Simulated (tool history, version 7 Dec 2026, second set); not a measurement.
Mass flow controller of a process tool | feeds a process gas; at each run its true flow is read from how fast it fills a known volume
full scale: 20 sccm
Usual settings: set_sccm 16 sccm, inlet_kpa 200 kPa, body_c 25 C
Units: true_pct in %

run	day	set_sccm	inlet_kpa	body_c	true_pct
1	0.000	16	200	25	97.39
2	18.146	16	200	25	97.16
3	32.212	16	200	25	97.08
4	44.883	16	200	25	97.22
5	61.900	16	200	25	97.13
# day 72.888: controller exchanged for a calibrated one
6	74.117	16	200	25	99.60
7	94.862	3	200	25	97.34
8	112.321	3	200	25	97.28
9	133.717	16	213	25	99.50
10	154.221	16	213	25	99.38
11	174.112	16	213	25	99.09
12	194.608	16	200	22	98.72
13	216.538	16	200	22	98.78
14	225.658	9	200	25	97.96
15	241.125	16	175	25	99.16
16	263.617	16	175	25	98.99
17	285.554	16	175	25	99.02
# day 287.175: controller's zero set anew
18	303.575	16	223	25	98.85
19	324.662	16	200	25	98.86
20	345.450	16	200	25	98.79
21	360.558	16	200	25	98.74
22	373.012	9	173	30	97.99
23	390.883	9	173	30	97.88
24	411.483	9	200	25	97.18
# day 417.125: controller's zero set anew, once more
25	431.362	3	208	24	96.24
26	443.642	3	208	24	96.23
27	461.279	3	208	24	96.02
28	475.708	16	229	25	98.40
29	490.442	18	194	30	99.18
30	502.133	18	194	30	99.32
31	520.404	4	274	25	96.09
32	533.538	20	274	30	99.55
33	549.462	3	154	25	95.84
34	571.092	16	200	38	99.65
35	582.896	16	200	38	99.50
36	602.412	16	200	38	99.38
37	613.933	4	200	24	95.51
38	625.375	8	169	23	96.28
39	635.304	4	225	25	95.65
40	655.008	4	225	27	95.64
41	672.108	4	225	27	95.67
42	682.192	10	279	22	96.40

Some steps in true_pct between neighbouring runs. How much of each would the tool show without its hidden state too (settings, what came in, random variation), and how much is left for the hidden state, with any gauge scatter that isn't in both results?
The hidden state here: flow at rest that the sensor doesn't see, % of full scale; true flow over the shown one, %; drift of the gauge itself on true_pct, %.
Run 5 -> 6: controller exchanged for a calibrated one. true_pct +2.47 %: hidden state +2.52, all else -0.05.
Run 32 -> 33: set_sccm 20 -> 3, inlet_kpa 274 -> 154, body_c 30 -> 25. true_pct -3.71 %: hidden state -0.42, all else -3.29.
Run 33 -> 34: set_sccm 3 -> 16, inlet_kpa 154 -> 200, body_c 25 -> 38. true_pct +3.81 %: hidden state +0.29, all else +3.52.
Run 36 -> 37: set_sccm 16 -> 4, body_c 38 -> 24. true_pct -3.87 %: hidden state -0.38, all else -3.49.
